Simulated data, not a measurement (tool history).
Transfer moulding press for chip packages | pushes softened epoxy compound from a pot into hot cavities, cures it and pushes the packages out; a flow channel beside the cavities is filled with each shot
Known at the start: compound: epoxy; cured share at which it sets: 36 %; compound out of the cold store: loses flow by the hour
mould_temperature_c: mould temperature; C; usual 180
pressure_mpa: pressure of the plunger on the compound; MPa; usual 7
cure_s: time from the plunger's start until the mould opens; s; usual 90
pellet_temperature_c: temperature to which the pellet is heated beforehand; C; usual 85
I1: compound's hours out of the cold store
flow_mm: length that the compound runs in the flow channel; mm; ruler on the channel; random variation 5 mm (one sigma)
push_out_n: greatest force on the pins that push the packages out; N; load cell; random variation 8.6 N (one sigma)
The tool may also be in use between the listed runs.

run 1 hour=0 | mould_temperature_c=180 pressure_mpa=7 cure_s=90 pellet_temperature_c=85 | I1=39.2 | flow_mm=827 push_out_n=599
run 2 hour=14.3 | mould_temperature_c=180 pressure_mpa=7 cure_s=90 pellet_temperature_c=85 | I1=11.2 | flow_mm=979 push_out_n=657
-- hour=24.6 cavities cleaned with cleaning compound and waxed
run 3 hour=38.5 | mould_temperature_c=180 pressure_mpa=7 cure_s=90 pellet_temperature_c=85 | I1=19 | flow_mm=924 push_out_n=485
run 4 hour=52.9 | mould_temperature_c=180 pressure_mpa=8.44 cure_s=90 pellet_temperature_c=85 | I1=42.6 | flow_mm=884 push_out_n=538
run 5 hour=66 | mould_temperature_c=180 pressure_mpa=7 cure_s=90 pellet_temperature_c=85 | I1=11.6 | flow_mm=966 push_out_n=610
run 6 hour=87.6 | mould_temperature_c=180 pressure_mpa=7 cure_s=90 pellet_temperature_c=85 | I1=46.3 | flow_mm=783 push_out_n=636
-- hour=102.5 cavities cleaned with cleaning compound and waxed
run 7 hour=105.3 | mould_temperature_c=180 pressure_mpa=7.93 cure_s=90 pellet_temperature_c=85 | I1=35.3 | flow_mm=885 push_out_n=395
run 8 hour=116.8 | mould_temperature_c=180 pressure_mpa=7.93 cure_s=90 pellet_temperature_c=85 | I1=41.2 | flow_mm=846 push_out_n=459
run 9 hour=142.7 | mould_temperature_c=178 pressure_mpa=7 cure_s=90 pellet_temperature_c=85 | I1=26.1 | flow_mm=873 push_out_n=627
run 10 hour=160.8 | mould_temperature_c=179 pressure_mpa=7 cure_s=90 pellet_temperature_c=85 | I1=22.1 | flow_mm=887 push_out_n=672
run 11 hour=175.6 | mould_temperature_c=179 pressure_mpa=7 cure_s=90 pellet_temperature_c=85 | I1=29.7 | flow_mm=855 push_out_n=697
-- hour=180.5 cavities cleaned with cleaning compound and waxed
run 12 hour=201.7 | mould_temperature_c=180 pressure_mpa=7 cure_s=87 pellet_temperature_c=85 | I1=23.3 | flow_mm=885 push_out_n=563
run 13 hour=221.2 | mould_temperature_c=180 pressure_mpa=7 cure_s=87 pellet_temperature_c=85 | I1=18.2 | flow_mm=902 push_out_n=616
run 14 hour=236.6 | mould_temperature_c=180 pressure_mpa=7 cure_s=87 pellet_temperature_c=85 | I1=24.8 | flow_mm=876 push_out_n=698
run 15 hour=250.2 | mould_temperature_c=180 pressure_mpa=5.3 cure_s=87 pellet_temperature_c=85 | I1=38.9 | flow_mm=690 push_out_n=682
-- hour=258.1 cavities cleaned with cleaning compound and waxed
run 16 hour=270.9 | mould_temperature_c=180 pressure_mpa=5.3 cure_s=87 pellet_temperature_c=85 | I1=29.6 | flow_mm=725 push_out_n=499
run 17 hour=291.8 | mould_temperature_c=183 pressure_mpa=8.19 cure_s=90 pellet_temperature_c=87 | I1=26.1 | flow_mm=917 push_out_n=515
run 18 hour=314.3 | mould_temperature_c=183 pressure_mpa=7.85 cure_s=98 pellet_temperature_c=87 | I1=37 | flow_mm=843 push_out_n=570
run 19 hour=326.7 | mould_temperature_c=180 pressure_mpa=8.51 cure_s=98 pellet_temperature_c=85 | I1=47.5 | flow_mm=819 push_out_n=591
-- hour=336 cavities cleaned with cleaning compound and waxed
run 20 hour=344.1 | mould_temperature_c=172 pressure_mpa=7.75 cure_s=130 pellet_temperature_c=83 | I1=32 | flow_mm=881 push_out_n=399
run 21 hour=358.3 | mould_temperature_c=172 pressure_mpa=6.32 cure_s=80 pellet_temperature_c=95 | I1=18 | flow_mm=866 push_out_n=985
run 22 hour=380.9 | mould_temperature_c=188 pressure_mpa=6.6 cure_s=85 pellet_temperature_c=94 | I1=40.4 | flow_mm=743 push_out_n=512
run 23 hour=399.8 | mould_temperature_c=180 pressure_mpa=5.25 cure_s=89 pellet_temperature_c=85 | I1=42.4 | flow_mm=662 push_out_n=651
-- hour=413.9 cavities cleaned with cleaning compound and waxed
run 24 hour=421.6 | mould_temperature_c=180 pressure_mpa=5.25 cure_s=89 pellet_temperature_c=85 | I1=41.9 | flow_mm=657 push_out_n=430
run 25 hour=435.6 | mould_temperature_c=180 pressure_mpa=5.25 cure_s=89 pellet_temperature_c=85 | I1=17.6 | flow_mm=765 push_out_n=534
run 26 hour=448.4 | mould_temperature_c=180 pressure_mpa=5.25 cure_s=89 pellet_temperature_c=85 | I1=26.4 | flow_mm=725 push_out_n=567
run 27 hour=469.4 | mould_temperature_c=180 pressure_mpa=5.25 cure_s=89 pellet_temperature_c=85 | I1=43.5 | flow_mm=651 push_out_n=612
-- hour=491.5 cavities cleaned with cleaning compound and waxed
run 28 hour=491.5 | mould_temperature_c=180 pressure_mpa=5.25 cure_s=89 pellet_temperature_c=85 | I1=42.8 | flow_mm=655 push_out_n=410
run 29 hour=507.9 | mould_temperature_c=180 pressure_mpa=5.25 cure_s=89 pellet_temperature_c=85 | I1=15.1 | flow_mm=762 push_out_n=527

4 ways to go on from here, each from the tool as it stands after run 29. What would each give?
run A hour=528.2 | mould_temperature_c=180 pressure_mpa=5.27 cure_s=89 pellet_temperature_c=90 | I1=17.8 | flow_mm=? push_out_n=?
run B hour=528.2 | mould_temperature_c=179 pressure_mpa=7 cure_s=72 pellet_temperature_c=85 | I1=8.1 | flow_mm=? push_out_n=?
run C hour=528.2 | mould_temperature_c=180 pressure_mpa=5.25 cure_s=127 pellet_temperature_c=85 | I1=19.7 | flow_mm=? push_out_n=?
run D hour=528.2 | mould_temperature_c=181 pressure_mpa=5.96 cure_s=89 pellet_temperature_c=93 | I1=26.6 | flow_mm=? push_out_n=?

run=A flow_mm=742 push_out_n=582
run=B flow_mm=931 push_out_n=1021
run=C flow_mm=743 push_out_n=503
run=D flow_mm=756 push_out_n=547
Without the tool's hidden state the same runs would have given:
run=A flow_mm=824 push_out_n=385
run=B flow_mm=1034 push_out_n=653
run=C flow_mm=825 push_out_n=343
run=D flow_mm=840 push_out_n=364
